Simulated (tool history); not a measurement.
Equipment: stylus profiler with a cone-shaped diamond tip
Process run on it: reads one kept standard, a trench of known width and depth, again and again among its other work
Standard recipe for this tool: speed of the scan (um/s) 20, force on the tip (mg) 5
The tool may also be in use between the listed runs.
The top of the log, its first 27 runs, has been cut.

run	hour	speed of the scan (um/s)	force on the tip (mg)	scans with this tip	hours of work since the height scale was calibrated	depth of the trench (angstrom)	width of the trench's floor (nm)
28	926	50	3.82	9213	88	2017	17530
29	965.6	34	11.7	9483	112	2037.3	17680
30	997.9	17	11.29	9703	131	2038.6	17640
31	1022.1	60	2	9868	146	2011.9	17320
32	1048.7	13	2.03	10049	162	2011.7	17620
33	1070.3	16	1.96	10196	175	2011.5	17650
34	1095.1	11	11.63	10365	190	2038.1	17680
35	1142.1	11	11.63	10684	218	2040.3	17620
36	1171.4	11	11.63	10884	236	2038.7	17630
37	1215.2	20	5	11182	263	2023.9	17580
38	1236.2	7	4.01	11325	275	2020.7	17740
39	1282.5	7	4.01	11640	303	2019.3	17640
40	1305.3	7	4.01	11796	317	2020.4	17640
41	1341.4	7	4.01	12041	339	2020.4	17660
42	1370.9	30	5.18	12242	357	2023.9	17510
43	1403.6	30	5.18	12464	377	2023.2	17550
44	1436.6	30	5.18	12689	397	2024.2	17540
45	1460.6	9	9.94	12853	411	2035.2	17600
46	1484	9	9.94	13011	425	2037.9	17620

3 ways to go on from here, each from the tool as it stands after run 46. What would each give?
A	1511.1	32	13.27	13196	442	?	?
B	1511.1	20	6.94	13196	442	?	?
C	1511.1	14	1.95	13196	442	?	?

run	depth of the trench (angstrom)	width of the trench's floor (nm)
A	2044.1	17540
B	2027.5	17570
C	2014.4	17530
Without the tool's unlogged condition, the same runs would have read:
run	depth of the trench (angstrom)	width of the trench's floor (nm)
A	2040.9	17960
B	2024.3	17990
C	2011.2	17950
